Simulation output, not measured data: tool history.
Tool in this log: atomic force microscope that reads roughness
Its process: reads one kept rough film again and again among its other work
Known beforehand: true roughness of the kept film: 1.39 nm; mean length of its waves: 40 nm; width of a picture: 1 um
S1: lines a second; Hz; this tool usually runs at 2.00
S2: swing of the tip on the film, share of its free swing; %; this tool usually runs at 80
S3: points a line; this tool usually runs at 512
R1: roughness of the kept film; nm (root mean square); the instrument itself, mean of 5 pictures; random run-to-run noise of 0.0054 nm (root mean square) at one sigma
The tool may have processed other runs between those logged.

{"run": 1, "hour": 0.0, "S1": 2.0, "S2": 80, "S3": 512, "R1": 1.116}
{"run": 2, "hour": 9.3, "S1": 2.0, "S2": 80, "S3": 512, "R1": 1.126}
{"run": 3, "hour": 22.7, "S1": 2.0, "S2": 80, "S3": 512, "R1": 1.119}
{"hour": 32.1, "done": "new tip fitted"}
{"run": 4, "hour": 39.5, "S1": 2.0, "S2": 80, "S3": 512, "R1": 1.151}
{"run": 5, "hour": 47.2, "S1": 2.0, "S2": 80, "S3": 512, "R1": 1.146}
{"run": 6, "hour": 58.6, "S1": 3.31, "S2": 80, "S3": 512, "R1": 1.049}
{"run": 7, "hour": 70.9, "S1": 0.56, "S2": 80, "S3": 512, "R1": 1.281}
{"run": 8, "hour": 84.0, "S1": 0.56, "S2": 80, "S3": 512, "R1": 1.283}
{"run": 9, "hour": 99.6, "S1": 0.56, "S2": 80, "S3": 512, "R1": 1.277}
{"run": 10, "hour": 108.8, "S1": 0.56, "S2": 80, "S3": 512, "R1": 1.271}
{"run": 11, "hour": 123.7, "S1": 0.56, "S2": 80, "S3": 512, "R1": 1.263}
{"run": 12, "hour": 131.7, "S1": 2.0, "S2": 80, "S3": 859, "R1": 1.124}
{"run": 13, "hour": 142.8, "S1": 2.0, "S2": 80, "S3": 859, "R1": 1.125}
{"run": 14, "hour": 155.3, "S1": 3.23, "S2": 80, "S3": 512, "R1": 1.03}
{"run": 15, "hour": 172.1, "S1": 3.23, "S2": 80, "S3": 512, "R1": 1.026}
{"run": 16, "hour": 189.2, "S1": 3.23, "S2": 80, "S3": 512, "R1": 1.019}
{"hour": 190.8, "done": "new tip fitted"}
{"run": 17, "hour": 206.0, "S1": 2.21, "S2": 78, "S3": 363, "R1": 1.152}
{"hour": 207.8, "done": "height scale calibrated on a step standard"}
{"run": 18, "hour": 218.3, "S1": 2.21, "S2": 78, "S3": 363, "R1": 1.149}
{"run": 19, "hour": 226.7, "S1": 0.79, "S2": 70, "S3": 986, "R1": 1.295}
{"run": 20, "hour": 241.4, "S1": 0.79, "S2": 70, "S3": 852, "R1": 1.298}
{"run": 21, "hour": 257.9, "S1": 0.74, "S2": 80, "S3": 729, "R1": 1.252}
{"run": 22, "hour": 275.7, "S1": 2.0, "S2": 55, "S3": 512, "R1": 1.288}
{"hour": 282.1, "done": "height scale calibrated on a step standard, once more"}
{"run": 23, "hour": 287.4, "S1": 2.0, "S2": 55, "S3": 512, "R1": 1.259}
{"run": 24, "hour": 303.8, "S1": 2.0, "S2": 55, "S3": 512, "R1": 1.264}
{"run": 25, "hour": 321.6, "S1": 2.97, "S2": 74, "S3": 512, "R1": 1.097}
{"run": 26, "hour": 339.3, "S1": 2.0, "S2": 80, "S3": 264, "R1": 1.109}
{"run": 27, "hour": 349.7, "S1": 2.0, "S2": 80, "S3": 363, "R1": 1.103}
{"hour": 351.7, "done": "new tip fitted"}
{"run": 28, "hour": 365.0, "S1": 3.85, "S2": 80, "S3": 512, "R1": 1.014}
{"run": 29, "hour": 381.2, "S1": 0.87, "S2": 76, "S3": 896, "R1": 1.259}
{"run": 30, "hour": 396.1, "S1": 0.87, "S2": 76, "S3": 896, "R1": 1.251}

Selected run-to-run steps in R1, each split into two signed amounts: the part the tool would show with no hidden state at all (from settings, incoming material and random variation), and the remainder, which goes to the hidden state together with any gauge scatter not common to the measured and the hidden-state-free results:
Hidden state present: radius of the tip, nm; height scale over the true one, %; drift of the gauge itself on roughness_nm, %.
Run 3 -> 4: new tip fitted. R1 +0.032 nm (root mean square): hidden state +0.032, all else +0.000.
Run 6 -> 7: S1 3.31 -> 0.56. R1 +0.232 nm (root mean square): hidden state -0.004, all else +0.236.
Run 16 -> 17: S1 3.23 -> 2.21, S2 80 -> 78, S3 512 -> 363, new tip fitted. R1 +0.133 nm (root mean square): hidden state +0.034, all else +0.099.
Run 24 -> 25: S1 2.00 -> 2.97, S2 55 -> 74. R1 -0.167 nm (root mean square): hidden state +0.000, all else -0.167.
Run 27 -> 28: S1 2.00 -> 3.85, S3 363 -> 512, new tip fitted. R1 -0.089 nm (root mean square): hidden state +0.036, all else -0.125.
Run 28 -> 29: S1 3.85 -> 0.87, S2 80 -> 76, S3 512 -> 896. R1 +0.245 nm (root mean square): hidden state -0.005, all else +0.250.

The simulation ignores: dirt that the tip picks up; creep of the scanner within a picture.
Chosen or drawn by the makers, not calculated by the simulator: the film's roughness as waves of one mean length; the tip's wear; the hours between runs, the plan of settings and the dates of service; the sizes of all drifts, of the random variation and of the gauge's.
